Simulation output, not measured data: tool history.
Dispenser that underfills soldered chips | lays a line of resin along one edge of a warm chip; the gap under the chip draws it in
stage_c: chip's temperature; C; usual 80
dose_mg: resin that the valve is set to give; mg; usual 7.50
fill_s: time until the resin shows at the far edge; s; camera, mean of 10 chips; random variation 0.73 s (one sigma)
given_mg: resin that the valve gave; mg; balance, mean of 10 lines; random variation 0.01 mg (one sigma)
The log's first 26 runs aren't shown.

run 27 hour=135.2 | stage_c=85 dose_mg=6.99 | fill_s=64.1 given_mg=6.93
-- hour=140.1 new syringe of resin
run 28 hour=142.6 | stage_c=94 dose_mg=7.46 | fill_s=39.0 given_mg=7.42
run 29 hour=146.7 | stage_c=94 dose_mg=7.46 | fill_s=44.2 given_mg=7.40
-- hour=149.8 new syringe of resin
run 30 hour=154.4 | stage_c=93 dose_mg=6.98 | fill_s=43.5 given_mg=6.92
-- hour=159.4 new syringe of resin
run 31 hour=162.0 | stage_c=93 dose_mg=8.28 | fill_s=40.2 given_mg=8.16
-- hour=169.2 new syringe of resin
run 32 hour=169.2 | stage_c=70 dose_mg=6.96 | fill_s=104.9 given_mg=6.85
run 33 hour=172.4 | stage_c=82 dose_mg=6.88 | fill_s=68.9 given_mg=6.78
-- hour=179.1 new syringe of resin
run 34 hour=180.0 | stage_c=89 dose_mg=7.50 | fill_s=43.7 given_mg=7.37
run 35 hour=184.9 | stage_c=89 dose_mg=7.50 | fill_s=52.5 given_mg=7.36

3 ways to go on from here, each from the tool as it stands after run 35. What would each give?
-- hour=189.4 new syringe of resin
run A hour=191.9 | stage_c=76 dose_mg=7.84 | fill_s=? given_mg=?
-- hour=189.4 new syringe of resin
run B hour=191.9 | stage_c=86 dose_mg=7.46 | fill_s=? given_mg=?
-- hour=189.4 new syringe of resin
run C hour=191.9 | stage_c=79 dose_mg=7.68 | fill_s=? given_mg=?

run=A fill_s=83.7 given_mg=7.68
run=B fill_s=53.6 given_mg=7.30
run=C fill_s=74.5 given_mg=7.52
Without the tool's hidden state the same runs would have given:
run=A fill_s=79.1 given_mg=7.84
run=B fill_s=50.5 given_mg=7.45
run=C fill_s=70.3 given_mg=7.67
